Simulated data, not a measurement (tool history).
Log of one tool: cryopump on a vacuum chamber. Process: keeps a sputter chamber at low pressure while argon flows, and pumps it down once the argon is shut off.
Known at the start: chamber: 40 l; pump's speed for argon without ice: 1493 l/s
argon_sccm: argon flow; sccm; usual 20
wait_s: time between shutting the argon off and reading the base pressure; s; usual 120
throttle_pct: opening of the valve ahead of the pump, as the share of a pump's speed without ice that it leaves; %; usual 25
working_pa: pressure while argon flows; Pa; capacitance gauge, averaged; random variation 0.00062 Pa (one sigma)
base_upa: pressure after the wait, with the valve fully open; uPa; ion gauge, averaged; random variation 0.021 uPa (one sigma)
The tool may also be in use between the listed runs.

Run 1, hour 0.0: usual settings. Result: working_pa 0.0958 Pa, base_upa 1.24 uPa.
Run 2, hour 73.4: usual settings but argon_sccm 19 sccm. Result: working_pa 0.0931 Pa, base_upa 1.30 uPa.
At hour 88.9: pump warmed up, emptied and cooled again.
Run 3, hour 113.3: usual settings but argon_sccm 19 sccm. Result: working_pa 0.0868 Pa, base_upa 1.15 uPa.
Run 4, hour 172.4: usual settings. Result: working_pa 0.0923 Pa, base_upa 1.16 uPa.
Run 5, hour 214.5: usual settings. Result: working_pa 0.0942 Pa, base_upa 1.22 uPa.
Run 6, hour 280.6: usual settings. Result: working_pa 0.0944 Pa, base_upa 1.30 uPa.
Run 7, hour 348.5: usual settings. Result: working_pa 0.0958 Pa, base_upa 1.46 uPa.
Run 8, hour 421.7: usual settings. Result: working_pa 0.0959 Pa, base_upa 1.57 uPa.
Run 9, hour 488.7: usual settings but argon_sccm 14 sccm. Result: working_pa 0.0682 Pa, base_upa 1.77 uPa.
Run 10, hour 524.2: usual settings. Result: working_pa 0.0985 Pa, base_upa 1.82 uPa.
Run 11, hour 574.2: usual settings. Result: working_pa 0.0984 Pa, base_upa 1.98 uPa.
At hour 641.4: pump warmed up, emptied and cooled again.
Run 12, hour 647.7: usual settings. Result: working_pa 0.0910 Pa, base_upa 1.57 uPa.
Run 13, hour 690.4: usual settings. Result: working_pa 0.0905 Pa, base_upa 1.61 uPa.
Run 14, hour 735.4: usual settings. Result: working_pa 0.0931 Pa, base_upa 1.74 uPa.
Run 15, hour 798.4: usual settings. Result: working_pa 0.0931 Pa, base_upa 1.85 uPa.
Run 16, hour 845.0: usual settings. Result: working_pa 0.0952 Pa, base_upa 1.92 uPa.
Run 17, hour 883.8: usual settings. Result: working_pa 0.0944 Pa, base_upa 1.96 uPa.
Run 18, hour 920.6: usual settings but wait_s 262 s. Result: working_pa 0.0959 Pa, base_upa 1.94 uPa.
At hour 948.7: leaking fittings of the chamber tightened, without venting.
Run 19, hour 967.6: usual settings but wait_s 48 s, throttle_pct 20 %. Result: working_pa 0.1193 Pa, base_upa 0.97 uPa.
Run 20, hour 1018.5: usual settings but wait_s 166 s, throttle_pct 19 %. Result: working_pa 0.1262 Pa, base_upa 0.59 uPa.
Run 21, hour 1049.3: usual settings but argon_sccm 34 sccm, wait_s 113 s, throttle_pct 36 %. Result: working_pa 0.1186 Pa, base_upa 0.70 uPa.
Run 22, hour 1086.9: usual settings but argon_sccm 34 sccm, wait_s 29 s, throttle_pct 34 %. Result: working_pa 0.1267 Pa, base_upa 1.58 uPa.
Run 23, hour 1153.5: usual settings but argon_sccm 34 sccm, wait_s 22 s, throttle_pct 38 %. Result: working_pa 0.1168 Pa, base_upa 2.05 uPa.
At hour 1195.6: pump warmed up, emptied and cooled again.
Run 24, hour 1230.3: usual settings but argon_sccm 34 sccm, wait_s 22 s, throttle_pct 38 %. Result: working_pa 0.1033 Pa, base_upa 2.00 uPa.
Run 25, hour 1260.9: usual settings but wait_s 100 s, throttle_pct 24 %. Result: working_pa 0.0958 Pa, base_upa 0.88 uPa.
Run 26, hour 1336.1: usual settings but wait_s 100 s, throttle_pct 24 %. Result: working_pa 0.0968 Pa, base_upa 0.99 uPa.
Run 27, hour 1411.1: usual settings but wait_s 100 s, throttle_pct 24 %. Result: working_pa 0.0972 Pa, base_upa 1.08 uPa.
Run 28, hour 1464.9: usual settings but wait_s 100 s, throttle_pct 24 %. Result: working_pa 0.0986 Pa, base_upa 1.16 uPa.
Run 29, hour 1539.4: usual settings but wait_s 33 s. Result: working_pa 0.0960 Pa, base_upa 1.95 uPa.
Run 30, hour 1614.5: usual settings but argon_sccm 17 sccm, throttle_pct 19 %. Result: working_pa 0.1083 Pa, base_upa 1.42 uPa.
Run 31, hour 1688.5: usual settings but throttle_pct 32 %. Result: working_pa 0.0789 Pa, base_upa 1.51 uPa.
Run 32, hour 1729.9: usual settings but wait_s 203 s, throttle_pct 40 %. Result: working_pa 0.0661 Pa, base_upa 1.57 uPa.
At hour 1748.1: pump warmed up, emptied and cooled again.
Run 33, hour 1770.1: usual settings but argon_sccm 9 sccm, wait_s 253 s, throttle_pct 37 %. Result: working_pa 0.0276 Pa, base_upa 1.19 uPa.

5 ways to go on from here, each from the tool as it stands after run 33. What would each give?
Run A, hour 1838.3: usual settings but argon_sccm 14 sccm. Result: working_pa ?, base_upa ?.
Run B, hour 1838.3: usual settings but argon_sccm 12 sccm, wait_s 119 s, throttle_pct 37 %. Result: working_pa ?, base_upa ?.
Run C, hour 1838.3: usual settings but argon_sccm 31 sccm, wait_s 29 s, throttle_pct 18 %. Result: working_pa ?, base_upa ?.
Run D, hour 1838.3: usual settings but argon_sccm 16 sccm, wait_s 84 s, throttle_pct 16 %. Result: working_pa ?, base_upa ?.
Run E, hour 1838.3: usual settings but wait_s 65 s. Result: working_pa ?, base_upa ?.

run  working_pa  base_upa
  A      0.0649      1.41
  B      0.0370      1.37
  C      0.1979      2.22
  D      0.1153      1.46
  E      0.0923      1.64
Without the tool's hidden state the same runs would have given:
run  working_pa  base_upa
  A      0.0635      0.47
  B      0.0358      0.42
  C      0.1949      1.29
  D      0.1137      0.53
  E      0.0903      0.68

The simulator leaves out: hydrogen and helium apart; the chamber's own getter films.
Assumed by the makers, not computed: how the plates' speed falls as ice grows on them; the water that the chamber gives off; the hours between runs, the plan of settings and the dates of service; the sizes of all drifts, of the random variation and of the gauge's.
